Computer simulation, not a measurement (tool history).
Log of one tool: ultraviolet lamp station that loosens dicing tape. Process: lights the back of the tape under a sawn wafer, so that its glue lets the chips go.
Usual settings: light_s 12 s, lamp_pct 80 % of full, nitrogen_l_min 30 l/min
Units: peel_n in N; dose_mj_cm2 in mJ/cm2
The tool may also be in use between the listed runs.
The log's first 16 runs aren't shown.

run	day	light_s	lamp_pct	nitrogen_l_min	peel_n	dose_mj_cm2
17	6.692	12	80	30	1.265	176
18	7.188	12	80	30	1.257	185
19	7.767	12	80	30	1.278	177
20	8.108	12	80	30	1.285	182
21	8.679	6	73	53	3.071	82
22	9.200	18	92	12	0.975	305
23	9.575	12	80	35	1.155	174
24	9.996	16	89	19	0.883	259
25	10.425	16	89	19	0.919	260
26	10.996	17	63	15	1.831	192
27	11.267	19	74	17	1.077	251
28	11.546	12	84	30	1.279	180
29	12.117	12	84	30	1.238	178
30	12.417	12	80	30	1.398	173
31	12.700	12	80	30	1.408	170
32	13.100	12	96	30	1.012	204
33	13.625	12	80	45	1.096	166
34	14.204	12	80	45	1.117	167
35	14.692	7	85	30	3.041	104
36	15.079	11	74	11	3.334	138

Forecast each of these 3 alternatives for the next run:
A	15.567	13	93	30	?	?
B	15.567	6	80	30	?	?
C	15.567	9	94	12	?	?

run	peel_n	dose_mj_cm2
A	0.976	208
B	3.844	78
C	3.095	145
Without the tool's hidden state the same runs would have given:
run	peel_n	dose_mj_cm2
A	0.481	294
B	2.589	112
C	1.950	205

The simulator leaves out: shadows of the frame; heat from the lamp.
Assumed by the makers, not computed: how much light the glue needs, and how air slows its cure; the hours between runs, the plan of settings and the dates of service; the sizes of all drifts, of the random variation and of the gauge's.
